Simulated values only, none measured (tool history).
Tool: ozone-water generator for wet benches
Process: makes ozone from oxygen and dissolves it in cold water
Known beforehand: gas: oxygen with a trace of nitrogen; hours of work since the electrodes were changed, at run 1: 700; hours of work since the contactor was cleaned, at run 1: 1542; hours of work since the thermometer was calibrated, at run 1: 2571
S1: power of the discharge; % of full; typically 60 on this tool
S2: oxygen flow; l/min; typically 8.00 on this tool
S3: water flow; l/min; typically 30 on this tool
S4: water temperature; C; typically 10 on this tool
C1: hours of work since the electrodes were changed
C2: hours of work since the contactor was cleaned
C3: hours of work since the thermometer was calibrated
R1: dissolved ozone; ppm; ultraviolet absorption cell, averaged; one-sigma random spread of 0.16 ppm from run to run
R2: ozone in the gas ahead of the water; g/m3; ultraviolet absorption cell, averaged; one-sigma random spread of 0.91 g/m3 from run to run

run	hour	S1	S2	S3	S4	C1	C2	C3	R1	R2
1	0.0	60	8.00	30	10	700	1542	2571	19.3	149.4
2	24.8	60	8.00	30	10	718	1560	2588	19.2	149.0
3	47.9	60	8.00	30	10	734	1576	2605	18.9	150.7
4	73.9	60	8.00	30	10	753	1595	2623	19.1	149.0
5	101.4	60	8.00	30	10	772	1614	2643	19.4	149.6
# hour 103.8: water thermometer calibrated
6	123.1	60	8.00	22	10	787	1629	14	23.8	151.3
7	149.9	60	8.00	22	11	806	1648	33	23.6	149.5
8	164.7	60	8.00	22	11	817	1659	43	23.7	147.2
9	180.3	47	8.69	22	11	828	1670	54	19.1	114.7
# hour 205.5: water thermometer calibrated, once more
10	206.1	47	8.69	22	11	846	1688	0	19.0	113.6
11	229.3	40	8.00	30	15	863	1705	17	12.5	104.4
12	250.8	40	8.00	30	15	878	1720	32	12.5	103.4

Run 13 is up next; what results do you expect?
13	277.9	95	4.97	33	7	897	1739	52	?	?

R1: 26.0 ppm
R2: 288.1 g/m3
With the hidden condition absent and the run-to-run variation left alone, this run would have shown R1 27.4 ppm, R2 298.8 g/m3.

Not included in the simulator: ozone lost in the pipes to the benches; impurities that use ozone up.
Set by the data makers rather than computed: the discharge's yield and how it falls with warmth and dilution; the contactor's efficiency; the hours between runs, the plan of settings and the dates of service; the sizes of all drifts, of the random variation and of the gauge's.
